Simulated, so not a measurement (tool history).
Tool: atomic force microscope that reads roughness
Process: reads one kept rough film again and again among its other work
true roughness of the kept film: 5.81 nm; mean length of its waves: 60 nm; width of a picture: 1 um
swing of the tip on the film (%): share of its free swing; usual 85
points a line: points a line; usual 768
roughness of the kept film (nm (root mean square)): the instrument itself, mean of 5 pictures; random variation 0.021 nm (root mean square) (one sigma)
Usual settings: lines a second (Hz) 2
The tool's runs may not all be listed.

run,hour,lines a second (Hz),swing of the tip on the film (%),points a line,roughness of the kept film (nm (root mean square))
1,0,2,85,768,4.707
2,13.1,2,59,768,5.053
3,40.5,2,85,960,4.653
4,61.1,2,85,960,4.628
5,78.8,2,85,960,4.572
# hour 83.7: new tip fitted
6,97.9,2,85,960,5.02
7,119.9,2,85,960,4.998
8,146.4,2,85,960,4.958
9,163.1,2,85,960,4.964
10,191.3,2,85,960,4.914
11,203.5,1.47,85,960,4.986
12,230.7,1.47,85,960,4.943
13,246.7,1.47,85,960,4.92
14,258.3,0.86,79,850,5.114
15,276.8,0.6,65,919,5.197
16,293.3,0.6,65,919,5.182
17,311.2,2.65,65,305,5.013
18,339.7,1.2,61,561,5.025
# hour 360: new tip fitted
19,361.1,3.66,57,561,5.354
20,385.9,0.86,57,561,5.485
21,403.8,3.84,85,768,4.548
22,416.6,3.84,85,1008,4.521
23,438.2,3.84,85,1008,4.548
24,458.2,3.84,85,1008,4.473
25,482.4,3.71,72,704,4.884
26,510.7,3.71,72,704,4.779

Forecast each of these 3 alternatives for the next run:
A,527.1,1.79,85,1012,?
B,527.1,3.62,72,611,?
C,527.1,1.57,72,704,?

run,roughness of the kept film (nm (root mean square))
A,4.834
B,4.825
C,5.039
Without the tool's hidden state the same runs would have given:
run,roughness of the kept film (nm (root mean square))
A,5.092
B,5.082
C,5.308
